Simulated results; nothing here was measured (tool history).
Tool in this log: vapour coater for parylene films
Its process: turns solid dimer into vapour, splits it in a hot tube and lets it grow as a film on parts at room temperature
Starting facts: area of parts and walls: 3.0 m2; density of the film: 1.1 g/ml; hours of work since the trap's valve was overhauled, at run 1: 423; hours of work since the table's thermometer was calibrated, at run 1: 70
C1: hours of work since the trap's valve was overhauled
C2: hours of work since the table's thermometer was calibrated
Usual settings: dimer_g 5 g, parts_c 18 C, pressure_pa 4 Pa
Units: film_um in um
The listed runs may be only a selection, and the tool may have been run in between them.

run 1 hour=0 | dimer_g=5 parts_c=18 pressure_pa=4 | C1=423 C2=70 | film_um=0.959
run 2 hour=41.5 | dimer_g=5 parts_c=18 pressure_pa=4 | C1=457 C2=104 | film_um=0.95
run 3 hour=116.2 | dimer_g=5 parts_c=18 pressure_pa=4 | C1=519 C2=165 | film_um=0.943
-- hour=151.7 trap's valve overhauled
run 4 hour=197.1 | dimer_g=5 parts_c=18 pressure_pa=4 | C1=37 C2=229 | film_um=1.035
run 5 hour=274.7 | dimer_g=8 parts_c=18 pressure_pa=4 | C1=101 C2=292 | film_um=1.633
run 6 hour=358.1 | dimer_g=8 parts_c=18 pressure_pa=4 | C1=170 C2=361 | film_um=1.629
run 7 hour=423.9 | dimer_g=8 parts_c=18 pressure_pa=4 | C1=224 C2=415 | film_um=1.611
run 8 hour=482.2 | dimer_g=5 parts_c=18 pressure_pa=4 | C1=272 C2=463 | film_um=1.006
run 9 hour=559.1 | dimer_g=5 parts_c=18 pressure_pa=4 | C1=335 C2=526 | film_um=0.999
run 10 hour=616.3 | dimer_g=5 parts_c=18 pressure_pa=4 | C1=382 C2=573 | film_um=0.992
run 11 hour=691 | dimer_g=5 parts_c=18 pressure_pa=4 | C1=444 C2=635 | film_um=0.975
run 12 hour=775.5 | dimer_g=5 parts_c=18 pressure_pa=4 | C1=513 C2=704 | film_um=0.959
-- hour=817.6 trap's valve overhauled
run 13 hour=852.4 | dimer_g=3 parts_c=18 pressure_pa=4 | C1=29 C2=764 | film_um=0.627
run 14 hour=887.8 | dimer_g=5 parts_c=25 pressure_pa=4 | C1=58 C2=794 | film_um=0.855
run 15 hour=954.4 | dimer_g=5 parts_c=25 pressure_pa=4 | C1=113 C2=848 | film_um=0.858
run 16 hour=998.9 | dimer_g=5 parts_c=25 pressure_pa=4 | C1=149 C2=885 | film_um=0.863
run 17 hour=1036.1 | dimer_g=5 parts_c=18 pressure_pa=4 | C1=180 C2=916 | film_um=1.02
run 18 hour=1109.5 | dimer_g=5 parts_c=18 pressure_pa=4 | C1=240 C2=976 | film_um=1.024
run 19 hour=1161.9 | dimer_g=5 parts_c=18 pressure_pa=4 | C1=283 C2=1019 | film_um=1.01
run 20 hour=1210.8 | dimer_g=5 parts_c=18 pressure_pa=4 | C1=323 C2=1059 | film_um=1.012
run 21 hour=1270.3 | dimer_g=5 parts_c=18 pressure_pa=4 | C1=372 C2=1108 | film_um=1.001
run 22 hour=1318.3 | dimer_g=8 parts_c=21 pressure_pa=9.01 | C1=412 C2=1148 | film_um=1.385
run 23 hour=1364.4 | dimer_g=8 parts_c=21 pressure_pa=9.01 | C1=450 C2=1186 | film_um=1.379
run 24 hour=1430.7 | dimer_g=8 parts_c=21 pressure_pa=6.83 | C1=504 C2=1240 | film_um=1.402
-- hour=1481 trap's valve overhauled
run 25 hour=1508.8 | dimer_g=3 parts_c=17 pressure_pa=10.02 | C1=23 C2=1301 | film_um=0.596
run 26 hour=1544.7 | dimer_g=2 parts_c=20 pressure_pa=8.75 | C1=52 C2=1331 | film_um=0.379
run 27 hour=1625.3 | dimer_g=2 parts_c=20 pressure_pa=8.75 | C1=119 C2=1397 | film_um=0.359
run 28 hour=1669.2 | dimer_g=2 parts_c=20 pressure_pa=8.46 | C1=155 C2=1433 | film_um=0.374
run 29 hour=1712.5 | dimer_g=3 parts_c=18 pressure_pa=11.39 | C1=191 C2=1469 | film_um=0.567
-- hour=1757.1 table's thermometer calibrated
run 30 hour=1757.1 | dimer_g=5 parts_c=18 pressure_pa=5.52 | C1=226 C2=0 | film_um=0.95
run 31 hour=1798.3 | dimer_g=5 parts_c=14 pressure_pa=4.03 | C1=260 C2=34 | film_um=1.089
run 32 hour=1875.9 | dimer_g=5 parts_c=15 pressure_pa=4.8 | C1=324 C2=98 | film_um=1.044
run 33 hour=1947.2 | dimer_g=5 parts_c=17 pressure_pa=2.16 | C1=383 C2=156 | film_um=1.04
run 34 hour=2013.3 | dimer_g=2 parts_c=17 pressure_pa=3.19 | C1=437 C2=211 | film_um=0.397

4 ways to go on from here, each from the tool as it stands after run 34. What would each give?
run A hour=2082.4 | dimer_g=5 parts_c=11 pressure_pa=2.06 | C1=494 C2=268 | film_um=?
run B hour=2082.4 | dimer_g=5 parts_c=18 pressure_pa=9.97 | C1=494 C2=268 | film_um=?
run C hour=2082.4 | dimer_g=7 parts_c=21 pressure_pa=7.23 | C1=494 C2=268 | film_um=?
run D hour=2082.4 | dimer_g=5 parts_c=18 pressure_pa=5.58 | C1=494 C2=268 | film_um=?

run=A film_um=1.196
run=B film_um=0.879
run=C film_um=1.171
run=D film_um=0.914
With the hidden condition removed and each run's random variation left untouched, the same runs would have given:
run=A film_um=1.3
run=B film_um=0.956
run=C film_um=1.273
run=D film_um=0.995
